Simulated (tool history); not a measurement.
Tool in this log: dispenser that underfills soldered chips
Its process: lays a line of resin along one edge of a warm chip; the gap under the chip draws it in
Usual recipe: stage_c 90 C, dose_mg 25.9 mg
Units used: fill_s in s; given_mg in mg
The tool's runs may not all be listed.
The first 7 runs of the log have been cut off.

run    day  stage_c  dose_mg  fill_s  given_mg
     2.221  -- new syringe of resin
     2.600  -- new syringe of resin
  8  2.642       90     25.9   176.6     25.73
  9  2.867       90     25.9   217.2     25.74
     3.000  -- new syringe of resin
     3.383  -- new syringe of resin
 10  3.383       90     25.9   171.6     25.68
 11  3.654       90     25.9   223.6     25.40
     3.788  -- new syringe of resin
 12  3.900       90     25.9   189.9     25.47
     4.192  -- new syringe of resin
 13  4.192       90     30.6   164.3     29.97
     4.571  -- new syringe of resin
 14  4.571       90     30.6   165.8     29.91
 15  4.854       90     30.6   215.6     29.95
     4.958  -- new syringe of resin
     5.325  -- new syringe of resin
 16  5.333       90     30.6   168.3     29.74
     5.633  -- dispensing valve cleaned and set on the balance
 17  5.642       90     25.9   220.6     25.75
     5.750  -- new syringe of resin
 18  5.858       90     25.9   189.4     25.86
 19  6.079       90     25.9   231.6     25.80
     6.146  -- new syringe of resin
 20  6.338       96     27.1   167.9     26.87
     6.525  -- new syringe of resin
 21  6.638      104     25.5   116.8     25.23
     6.925  -- new syringe of resin
 22  7.125      104     25.5   128.4     25.07

Predict the results of run 23:
     7.321  -- new syringe of resin
 23  7.388      104     25.5       ?         ?

{"run 23": {"fill_s": 118.2, "given_mg": 24.99}}
Take away the tool's hidden state, keep the run-to-run variation as it was, and the same run would have given fill_s 113.1 s, given_mg 25.42 mg.
